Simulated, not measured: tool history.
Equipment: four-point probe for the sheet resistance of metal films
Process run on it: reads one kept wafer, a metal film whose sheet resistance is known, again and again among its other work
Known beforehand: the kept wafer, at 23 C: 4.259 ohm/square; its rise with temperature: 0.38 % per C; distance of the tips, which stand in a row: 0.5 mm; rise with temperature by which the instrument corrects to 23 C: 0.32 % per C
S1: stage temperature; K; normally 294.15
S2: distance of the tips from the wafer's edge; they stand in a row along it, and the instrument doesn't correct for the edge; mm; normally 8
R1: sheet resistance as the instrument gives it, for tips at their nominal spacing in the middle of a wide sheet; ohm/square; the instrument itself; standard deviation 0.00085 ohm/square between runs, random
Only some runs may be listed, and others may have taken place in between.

Run 1, day 0.000: usual settings. Result: R1 4.276015 ohm/square.
Run 2, day 1.825: usual settings. Result: R1 4.276824 ohm/square.
Run 3, day 3.967: usual settings but S2 9 mm. Result: R1 4.274245 ohm/square.
Run 4, day 5.846: usual settings. Result: R1 4.277077 ohm/square.
Run 5, day 6.867: usual settings. Result: R1 4.276651 ohm/square.
Run 6, day 8.225: usual settings. Result: R1 4.277557 ohm/square.
Run 7, day 9.596: usual settings but S2 17 mm. Result: R1 4.271444 ohm/square.
Run 8, day 11.688: usual settings but S2 63 mm. Result: R1 4.268466 ohm/square.
Run 9, day 12.904: usual settings but S2 63 mm. Result: R1 4.271250 ohm/square.
Run 10, day 14.704: usual settings but S2 63 mm. Result: R1 4.271012 ohm/square.
Run 11, day 16.758: usual settings but S1 292.15 K. Result: R1 4.273911 ohm/square.
At day 16.988: stage's thermometer calibrated.
Run 12, day 17.904: usual settings but S1 292.15 K. Result: R1 4.275054 ohm/square.
Run 13, day 19.975: usual settings but S1 292.15 K. Result: R1 4.276632 ohm/square.
Run 14, day 21.262: usual settings but S1 300.15 K. Result: R1 4.296858 ohm/square.
Run 15, day 22.550: usual settings but S1 303.15 K. Result: R1 4.303361 ohm/square.
Run 16, day 24.412: usual settings but S1 303.15 K. Result: R1 4.305135 ohm/square.
At day 24.779: stage's thermometer calibrated, once more.
Run 17, day 25.858: usual settings. Result: R1 4.277166 ohm/square.
Run 18, day 26.954: usual settings. Result: R1 4.276001 ohm/square.
Run 19, day 28.450: usual settings. Result: R1 4.278318 ohm/square.
Run 20, day 29.554: usual settings. Result: R1 4.277743 ohm/square.
Run 21, day 31.050: usual settings. Result: R1 4.276657 ohm/square.
Run 22, day 33.342: usual settings but S2 10 mm. Result: R1 4.274793 ohm/square.
Run 23, day 35.254: usual settings but S2 10 mm. Result: R1 4.274742 ohm/square.
Run 24, day 36.696: usual settings but S1 307.15 K, S2 4 mm. Result: R1 4.336646 ohm/square.
Run 25, day 38.662: usual settings. Result: R1 4.278354 ohm/square.
Run 26, day 39.762: usual settings but S1 291.15 K. Result: R1 4.270252 ohm/square.
Run 27, day 41.850: usual settings but S1 299.15 K, S2 71 mm. Result: R1 4.283964 ohm/square.
Run 28, day 43.150: usual settings but S2 7 mm. Result: R1 4.282712 ohm/square.
Run 29, day 44.792: usual settings but S1 306.15 K, S2 41 mm. Result: R1 4.299894 ohm/square.
Run 30, day 46.262: usual settings but S2 19 mm. Result: R1 4.272891 ohm/square.
Run 31, day 48.254: usual settings but S2 19 mm. Result: R1 4.271121 ohm/square.
Run 32, day 49.317: usual settings but S1 293.15 K, S2 26 mm. Result: R1 4.269959 ohm/square.
Run 33, day 50.638: usual settings but S1 293.15 K, S2 26 mm. Result: R1 4.268685 ohm/square.
Run 34, day 52.308: usual settings but S1 300.15 K. Result: R1 4.293266 ohm/square.
Run 35, day 53.729: usual settings but S1 299.15 K, S2 27 mm. Result: R1 4.285414 ohm/square.
Run 36, day 55.333: usual settings but S1 291.15 K, S2 5 mm. Result: R1 4.287073 ohm/square.
Run 37, day 56.638: usual settings but S1 295.15 K. Result: R1 4.283281 ohm/square.
Run 38, day 58.475: usual settings but S1 295.15 K, S2 15 mm. Result: R1 4.277204 ohm/square.

Alternative continuations, all from the tool just after run 38; predict every row:
Run A, day 60.438: usual settings but S1 298.15 K, S2 53 mm. Result: R1 ?.
Run B, day 60.438: usual settings but S1 307.15 K, S2 7 mm. Result: R1 ?.
Run C, day 60.438: usual settings but S1 303.15 K. Result: R1 ?.
Run D, day 60.438: usual settings but S2 19 mm. Result: R1 ?.

run        R1
  A  4.282836
  B  4.315441
  C  4.305819
  D  4.273758
Without the tool's hidden state the same runs would have given:
run        R1
  A  4.264019
  B  4.296548
  C  4.286939
  D  4.254953
